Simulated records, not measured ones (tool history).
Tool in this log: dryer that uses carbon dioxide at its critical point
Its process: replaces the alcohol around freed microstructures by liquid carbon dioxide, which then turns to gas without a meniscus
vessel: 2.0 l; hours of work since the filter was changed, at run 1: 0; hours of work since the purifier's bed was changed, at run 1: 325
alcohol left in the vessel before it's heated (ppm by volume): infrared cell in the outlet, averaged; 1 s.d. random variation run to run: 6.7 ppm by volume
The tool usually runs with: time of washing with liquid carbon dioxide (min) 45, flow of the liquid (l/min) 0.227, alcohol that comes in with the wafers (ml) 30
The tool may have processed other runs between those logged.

run	day	time of washing with liquid carbon dioxide (min)	flow of the liquid (l/min)	alcohol that comes in with the wafers (ml)	hours of work since the filter was changed	hours of work since the purifier's bed was changed	alcohol left in the vessel before it's heated (ppm by volume)
1	0	45	0.227	30	0	325	386
2	1.088	45	0.227	30	18	343	413
3	2.108	45	0.227	30	36	360	429
4	4.038	45	0.227	30	68	393	484
5	5.742	45	0.227	30	97	421	505
6	7.492	45	0.227	30	126	451	553
7	8.408	45	0.227	30	142	466	579
# day 10.262: inlet filter changed
8	10.438	45	0.227	30	3	500	433
9	11.888	45	0.227	30	27	524	476
10	14.033	45	0.227	30	64	560	507
11	16.221	45	0.227	30	100	597	555
12	18.412	45	0.227	61	137	634	1028
13	19.608	45	0.227	39	158	654	761
# day 20.521: inlet filter changed
14	21.079	45	0.227	29	9	678	459
15	22.204	45	0.227	29	28	697	509
16	23.917	45	0.227	92	57	726	1255
17	24.896	45	0.227	92	74	743	1327
18	27.121	45	0.227	92	111	780	1456
19	28.712	28	0.227	30	138	807	1903
# day 30.733: inlet filter changed
20	30.738	45	0.227	94	0	841	1170
21	31.925	45	0.227	94	20	861	1208
22	33.454	45	0.227	76	46	886	1110
23	34.633	59	0.347	37	66	906	244
24	36.296	40	0.347	22	94	934	334
25	37.246	40	0.347	22	110	950	338
# day 37.933: purifier's bed changed
26	39.408	36	0.227	30	144	25	891
27	40.808	41	0.177	109	168	48	4624
# day 41.038: inlet filter changed
28	41.979	38	0.227	30	16	67	569
29	42.912	37	0.227	30	32	83	647
30	44.496	37	0.151	30	58	110	1867
31	46.146	29	0.182	65	86	138	4768
32	47.658	45	0.173	33	112	163	1070
33	49.029	45	0.173	33	135	186	1101
34	50.508	33	0.198	21	160	211	1186
# day 51.246: inlet filter changed
35	52.525	53	0.198	22	21	244	270
36	54.504	29	0.198	84	55	278	5136
37	55.788	29	0.367	30	77	299	443
38	57.354	55	0.227	30	103	326	275
39	58.733	55	0.227	30	126	349	302

Forecast each of these 4 alternatives for the next run:
A	60.967	55	0.175	28	164	387	?
B	60.967	47	0.227	80	164	387	?
C	60.967	45	0.151	29	164	387	?
D	60.967	31	0.227	61	164	387	?

run	alcohol left in the vessel before it's heated (ppm by volume)
A	634
B	1173
C	1507
D	2839
With no hidden state in the tool, these same runs would have given:
run	alcohol left in the vessel before it's heated (ppm by volume)
A	343
B	663
C	1026
D	1984

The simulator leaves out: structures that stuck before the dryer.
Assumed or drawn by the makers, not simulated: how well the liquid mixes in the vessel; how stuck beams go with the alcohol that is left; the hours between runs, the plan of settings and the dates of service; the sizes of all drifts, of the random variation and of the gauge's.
